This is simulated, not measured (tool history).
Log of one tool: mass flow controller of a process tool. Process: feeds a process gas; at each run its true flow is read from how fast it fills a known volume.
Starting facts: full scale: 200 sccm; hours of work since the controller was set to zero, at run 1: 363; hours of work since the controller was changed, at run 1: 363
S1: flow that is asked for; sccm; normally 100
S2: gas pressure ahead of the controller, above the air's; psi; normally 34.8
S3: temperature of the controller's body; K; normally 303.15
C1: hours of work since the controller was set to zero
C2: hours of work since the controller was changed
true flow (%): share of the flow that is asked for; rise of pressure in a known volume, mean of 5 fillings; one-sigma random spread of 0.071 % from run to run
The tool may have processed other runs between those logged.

Run 1, day 0: usual settings; C1 363; C2 363. Result: true flow (%) 99.99.
Run 2, day 5.517: usual settings but S2 24.2 psi; C1 417; C2 417. Result: true flow (%) 99.57.
Run 3, day 12.167: usual settings but S3 295.15 K; C1 483; C2 483. Result: true flow (%) 99.44.
Run 4, day 20.538: usual settings but S3 308.15 K; C1 566; C2 566. Result: true flow (%) 100.48.
Run 5, day 24.3: usual settings but S1 121 sccm; C1 603; C2 603. Result: true flow (%) 100.33.
Run 6, day 28.275: usual settings but S1 121 sccm; C1 642; C2 642. Result: true flow (%) 100.28.
Run 7, day 34.483: usual settings but S1 121 sccm; C1 704; C2 704. Result: true flow (%) 100.23.
Run 8, day 41.296: usual settings but S1 20 sccm, S2 25.7 psi, S3 297.15 K; C1 771; C2 771. Result: true flow (%) 99.7.
Run 9, day 47.342: usual settings but S1 20 sccm, S2 25.7 psi, S3 297.15 K; C1 831; C2 831. Result: true flow (%) 99.81.
Run 10, day 53.638: usual settings but S3 294.15 K; C1 893; C2 893. Result: true flow (%) 99.53.
At day 54.021: controller's zero set anew.
Run 11, day 60.508: usual settings but S3 294.15 K; C1 64; C2 961. Result: true flow (%) 99.64.
Run 12, day 65.529: usual settings but S1 84 sccm, S3 305.15 K; C1 114; C2 1011. Result: true flow (%) 100.43.
Run 13, day 70.967: usual settings but S2 37 psi, S3 302.15 K; C1 168; C2 1064. Result: true flow (%) 100.43.
Run 14, day 79.646: usual settings but S1 24 sccm, S2 37.1 psi, S3 301.15 K; C1 253; C2 1150. Result: true flow (%) 101.44.

Hidden state at the last listed run before each entry between runs and at the first one after, where it differs:
From run 10 to run 11: controller's zero set anew (day 54.021)
  flow at rest that the sensor doesn't see, % of full scale: 0.169 -> 0.261; true flow over the shown one, %: 0.33 -> 0.34
  measured less the result without the state, true flow (%): +0.67 -> +0.86
